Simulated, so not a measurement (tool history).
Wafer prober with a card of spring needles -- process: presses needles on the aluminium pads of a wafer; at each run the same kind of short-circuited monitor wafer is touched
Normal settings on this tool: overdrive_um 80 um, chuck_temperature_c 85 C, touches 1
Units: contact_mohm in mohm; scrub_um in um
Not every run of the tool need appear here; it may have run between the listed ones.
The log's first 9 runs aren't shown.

-- hour=327.5 tips cleaned on abrasive film
-- hour=349.5 tips cleaned on abrasive film
run 10 hour=353.0 | overdrive_um=65 chuck_temperature_c=85 touches=1 | contact_mohm=259 scrub_um=13.50
-- hour=370.0 tips cleaned on abrasive film
-- hour=392.3 tips cleaned on abrasive film
run 11 hour=402.9 | overdrive_um=80 chuck_temperature_c=85 touches=1 | contact_mohm=257 scrub_um=16.64
-- hour=414.1 tips cleaned on abrasive film
-- hour=434.3 tips cleaned on abrasive film
run 12 hour=434.3 | overdrive_um=80 chuck_temperature_c=85 touches=1 | contact_mohm=258 scrub_um=16.45
-- hour=456.2 tips cleaned on abrasive film
-- hour=479.4 tips cleaned on abrasive film
run 13 hour=486.7 | overdrive_um=80 chuck_temperature_c=85 touches=1 | contact_mohm=256 scrub_um=16.52
-- hour=501.7 tips cleaned on abrasive film
-- hour=524.8 tips cleaned on abrasive film
run 14 hour=529.0 | overdrive_um=74 chuck_temperature_c=85 touches=1 | contact_mohm=259 scrub_um=15.36
-- hour=545.8 tips cleaned on abrasive film
-- hour=567.2 tips cleaned on abrasive film
run 15 hour=567.2 | overdrive_um=74 chuck_temperature_c=85 touches=1 | contact_mohm=254 scrub_um=15.28
-- hour=589.7 tips cleaned on abrasive film
run 16 hour=602.2 | overdrive_um=74 chuck_temperature_c=85 touches=1 | contact_mohm=257 scrub_um=15.29
-- hour=609.6 tips cleaned on abrasive film
-- hour=631.7 tips cleaned on abrasive film
run 17 hour=642.3 | overdrive_um=80 chuck_temperature_c=36 touches=1 | contact_mohm=239 scrub_um=16.53
-- hour=655.3 tips cleaned on abrasive film
-- hour=677.3 tips cleaned on abrasive film
run 18 hour=683.5 | overdrive_um=65 chuck_temperature_c=50 touches=2 | contact_mohm=251 scrub_um=13.38
-- hour=699.8 tips cleaned on abrasive film
-- hour=723.3 tips cleaned on abrasive film
run 19 hour=742.3 | overdrive_um=67 chuck_temperature_c=50 touches=3 | contact_mohm=249 scrub_um=13.91
-- hour=747.2 tips cleaned on abrasive film
-- hour=769.7 tips cleaned on abrasive film
run 20 hour=784.7 | overdrive_um=67 chuck_temperature_c=93 touches=3 | contact_mohm=258 scrub_um=13.98
-- hour=791.9 tips cleaned on abrasive film
-- hour=814.2 tips cleaned on abrasive film
run 21 hour=814.8 | overdrive_um=95 chuck_temperature_c=85 touches=1 | contact_mohm=254 scrub_um=19.63
-- hour=835.8 tips cleaned on abrasive film
-- hour=836.1 height of the first contact set anew
-- hour=859.7 tips cleaned on abrasive film
run 22 hour=867.7 | overdrive_um=67 chuck_temperature_c=85 touches=1 | contact_mohm=256 scrub_um=13.85
-- hour=880.1 tips cleaned on abrasive film
-- hour=902.5 tips cleaned on abrasive film
run 23 hour=915.3 | overdrive_um=88 chuck_temperature_c=30 touches=3 | contact_mohm=240 scrub_um=18.22
-- hour=925.3 tips cleaned on abrasive film
-- hour=948.3 tips cleaned on abrasive film
run 24 hour=952.7 | overdrive_um=94 chuck_temperature_c=85 touches=2 | contact_mohm=254 scrub_um=19.49
-- hour=968.7 tips cleaned on abrasive film
run 25 hour=981.9 | overdrive_um=77 chuck_temperature_c=36 touches=1 | contact_mohm=243 scrub_um=15.92
-- hour=989.2 tips cleaned on abrasive film
-- hour=1011.1 tips cleaned on abrasive film
-- hour=1033.0 tips cleaned on abrasive film
run 26 hour=1033.0 | overdrive_um=74 chuck_temperature_c=91 touches=1 | contact_mohm=260 scrub_um=15.27
-- hour=1057.5 tips cleaned on abrasive film
run 27 hour=1057.5 | overdrive_um=74 chuck_temperature_c=91 touches=3 | contact_mohm=251 scrub_um=15.29
-- hour=1078.5 tips cleaned on abrasive film
-- hour=1098.5 tips cleaned on abrasive film
run 28 hour=1100.0 | overdrive_um=93 chuck_temperature_c=74 touches=2 | contact_mohm=252 scrub_um=19.22
-- hour=1120.7 tips cleaned on abrasive film
-- hour=1141.8 tips cleaned on abrasive film
run 29 hour=1153.4 | overdrive_um=93 chuck_temperature_c=74 touches=2 | contact_mohm=252 scrub_um=19.20
-- hour=1162.8 tips cleaned on abrasive film
-- hour=1185.4 tips cleaned on abrasive film
-- hour=1206.6 tips cleaned on abrasive film
run 30 hour=1212.7 | overdrive_um=93 chuck_temperature_c=74 touches=2 | contact_mohm=252 scrub_um=19.32
-- hour=1229.9 tips cleaned on abrasive film
-- hour=1251.3 tips cleaned on abrasive film
run 31 hour=1251.3 | overdrive_um=73 chuck_temperature_c=47 touches=1 | contact_mohm=244 scrub_um=15.17

Alternative continuations, all from the tool just after run 31; predict every row:
-- hour=1273.4 tips cleaned on abrasive film
run A hour=1285.5 | overdrive_um=73 chuck_temperature_c=47 touches=1 | contact_mohm=? scrub_um=?
-- hour=1273.4 tips cleaned on abrasive film
run B hour=1285.5 | overdrive_um=80 chuck_temperature_c=44 touches=1 | contact_mohm=? scrub_um=?
-- hour=1273.4 tips cleaned on abrasive film
run C hour=1285.5 | overdrive_um=95 chuck_temperature_c=71 touches=1 | contact_mohm=? scrub_um=?

run=A contact_mohm=246 scrub_um=15.09
run=B contact_mohm=247 scrub_um=16.56
run=C contact_mohm=247 scrub_um=19.66
Without the tool's unlogged condition, the same runs would have read:
run=A contact_mohm=245 scrub_um=15.09
run=B contact_mohm=246 scrub_um=16.57
run=C contact_mohm=247 scrub_um=19.67

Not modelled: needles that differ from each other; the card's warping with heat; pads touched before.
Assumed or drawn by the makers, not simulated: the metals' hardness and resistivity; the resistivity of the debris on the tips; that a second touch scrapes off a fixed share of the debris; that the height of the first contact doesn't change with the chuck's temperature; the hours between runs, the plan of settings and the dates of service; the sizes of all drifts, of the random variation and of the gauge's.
